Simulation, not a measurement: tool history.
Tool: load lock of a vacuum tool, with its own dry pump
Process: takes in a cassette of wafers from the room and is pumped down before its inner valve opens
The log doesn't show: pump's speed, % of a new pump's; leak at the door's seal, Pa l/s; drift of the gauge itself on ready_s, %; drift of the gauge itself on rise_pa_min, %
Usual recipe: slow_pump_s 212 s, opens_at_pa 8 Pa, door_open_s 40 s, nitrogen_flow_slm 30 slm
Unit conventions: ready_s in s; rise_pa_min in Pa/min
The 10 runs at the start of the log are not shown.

run	hour	slow_pump_s	opens_at_pa	door_open_s	nitrogen_flow_slm	hours that the pump has run since its overhaul	times that the door has closed on its seal	incoming humidity of the room's air, %	ready_s	rise_pa_min
11	3499.4	212	8	40	30	4045	20895	47.5	282.6	0.342
12	3992.9	212	8	40	30	4538	22073	45.3	285.1	0.365
13	4368.3	212	8	40	30	4914	22969	46.0	284.3	0.405
14	4697.0	212	8	40	30	5243	23753	48.0	283.2	0.422
15	5129.7	212	8	40	30	5675	24786	41.4	287.8	0.450
16	5652.0	212	8	40	30	6198	26033	46.1	284.8	0.490
17	6177.9	212	8	183	30	6724	27289	42.5	291.1	0.544
18	6549.1	212	8	183	6	7095	28175	46.9	289.2	0.600
19	7124.3	212	8	60	30	7670	29548	43.6	290.3	0.610
20	7478.5	212	8	60	30	8024	30393	44.0	287.8	0.638
# hour 7900.3: door's seal changed, seat wiped
21	7909.7	212	8	113	11	8454	23	44.4	290.8	0.032
22	8217.3	212	8	113	11	8761	757	46.1	289.1	0.034
23	8615.3	212	8	40	5	9159	1707	44.0	289.7	0.034
24	8925.4	218	11	31	5	9470	2447	47.1	289.7	0.038
25	9450.7	218	11	31	5	9995	3701	49.2	291.7	0.051
26	9963.7	249	14	36	7	10508	4926	42.5	318.9	0.063
27	10337.0	212	15	40	42	10881	5817	46.7	284.6	0.065
28	10703.3	212	15	40	42	11247	6691	45.5	286.4	0.068
29	10941.7	212	8	31	9	11486	7261	45.0	292.7	0.082
30	11502.1	212	8	31	9	12046	8598	44.9	293.9	0.103
31	11956.9	212	7	168	30	12501	9684	49.9	296.0	0.128
32	12453.9	212	12	168	28	12998	10870	44.3	289.6	0.141
33	12703.7	212	7	40	33	13248	11467	46.6	295.8	0.138
34	13036.7	212	7	40	33	13581	12261	47.7	297.1	0.153

What if the next run were any one of these 5? Each begins from the tool's condition after run 34:
A	13445.4	212	12	40	27	13989	13237	40.7	?	?
B	13445.4	168	13	33	33	13989	13237	45.5	?	?
C	13445.4	115	8	111	30	13989	13237	45.8	?	?
D	13445.4	159	8	40	14	13989	13237	44.6	?	?
E	13445.4	212	13	40	30	13989	13237	45.8	?	?

run	ready_s	rise_pa_min
A	288.1	0.178
B	251.3	0.169
C	206.9	0.182
D	247.3	0.177
E	292.1	0.178
Had the tool no hidden state, the same runs would have come out as:
run	ready_s	rise_pa_min
A	277.2	0.015
B	239.9	0.007
C	193.9	0.015
D	234.9	0.014
E	281.1	0.015
